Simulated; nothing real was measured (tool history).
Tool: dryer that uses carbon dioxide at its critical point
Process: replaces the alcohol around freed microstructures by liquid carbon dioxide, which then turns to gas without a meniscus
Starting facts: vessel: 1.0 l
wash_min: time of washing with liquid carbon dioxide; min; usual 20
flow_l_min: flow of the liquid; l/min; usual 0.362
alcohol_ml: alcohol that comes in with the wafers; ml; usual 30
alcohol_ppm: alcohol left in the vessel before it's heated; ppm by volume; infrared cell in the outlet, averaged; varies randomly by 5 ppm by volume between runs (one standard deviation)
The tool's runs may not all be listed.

| run | hour | wash_min | flow_l_min | alcohol_ml | alcohol_ppm |
|---|---|---|---|---|---|
| 1 | 0 | 20 | 0.362 | 30 | 55 |
| 2 | 6.8 | 20 | 0.362 | 33 | 53 |
| 3 | 17 | 20 | 0.362 | 33 | 56 |
| 4 | 31.3 | 20 | 0.362 | 33 | 52 |
| 5 | 41.6 | 20 | 0.362 | 30 | 52 |
| 6 | 50.6 | 20 | 0.232 | 30 | 403 |
| 7 | 62 | 20 | 0.232 | 30 | 425 |
| 8 | 74.5 | 20 | 0.362 | 67 | 110 |
| 9 | 85.8 | 20 | 0.362 | 30 | 56 |
| 10 | 93.6 | 20 | 0.362 | 30 | 54 |
| 11 | 108.3 | 20 | 0.362 | 30 | 52 |
| 12 | 117.5 | 20 | 0.362 | 30 | 56 |
| 13 | 124.1 | 20 | 0.421 | 30 | 29 |
| 14 | 130.1 | 17 | 0.34 | 38 | 236 |
| 15 | 140.4 | 15 | 0.335 | 47 | 525 |
| 16 | 148.6 | 13 | 0.228 | 68 | 4451 |
| 17 | 157.8 | 21 | 0.362 | 106 | 145 |
| 18 | 168.1 | 18 | 0.403 | 35 | 70 |
| 19 | 174.5 | 29 | 0.362 | 30 | 13 |
| 20 | 186.9 | 18 | 0.395 | 23 | 58 |
| 21 | 195.7 | 18 | 0.395 | 23 | 60 |
| 22 | 207.1 | 22 | 0.395 | 61 | 43 |
| 23 | 218.6 | 22 | 0.395 | 61 | 47 |
| 24 | 226.3 | 22 | 0.395 | 61 | 49 |
| 25 | 237.4 | 22 | 0.395 | 61 | 54 |

4 ways to go on from here, each from the tool as it stands after run 25. What would each give?
| A | 244 | 22 | 0.291 | 61 | ? |
| B | 244 | 22 | 0.603 | 61 | ? |
| C | 244 | 16 | 0.459 | 100 | ? |
| D | 244 | 20 | 0.366 | 83 | ? |

| run | alcohol_ppm |
|---|---|
| A | 225 |
| B | 8 |
| C | 184 |
| D | 147 |
Stripped of hidden state, with their random variation kept, the same runs would have yielded:
| run | alcohol_ppm |
|---|---|
| A | 131 |
| B | 0 |
| C | 99 |
| D | 78 |

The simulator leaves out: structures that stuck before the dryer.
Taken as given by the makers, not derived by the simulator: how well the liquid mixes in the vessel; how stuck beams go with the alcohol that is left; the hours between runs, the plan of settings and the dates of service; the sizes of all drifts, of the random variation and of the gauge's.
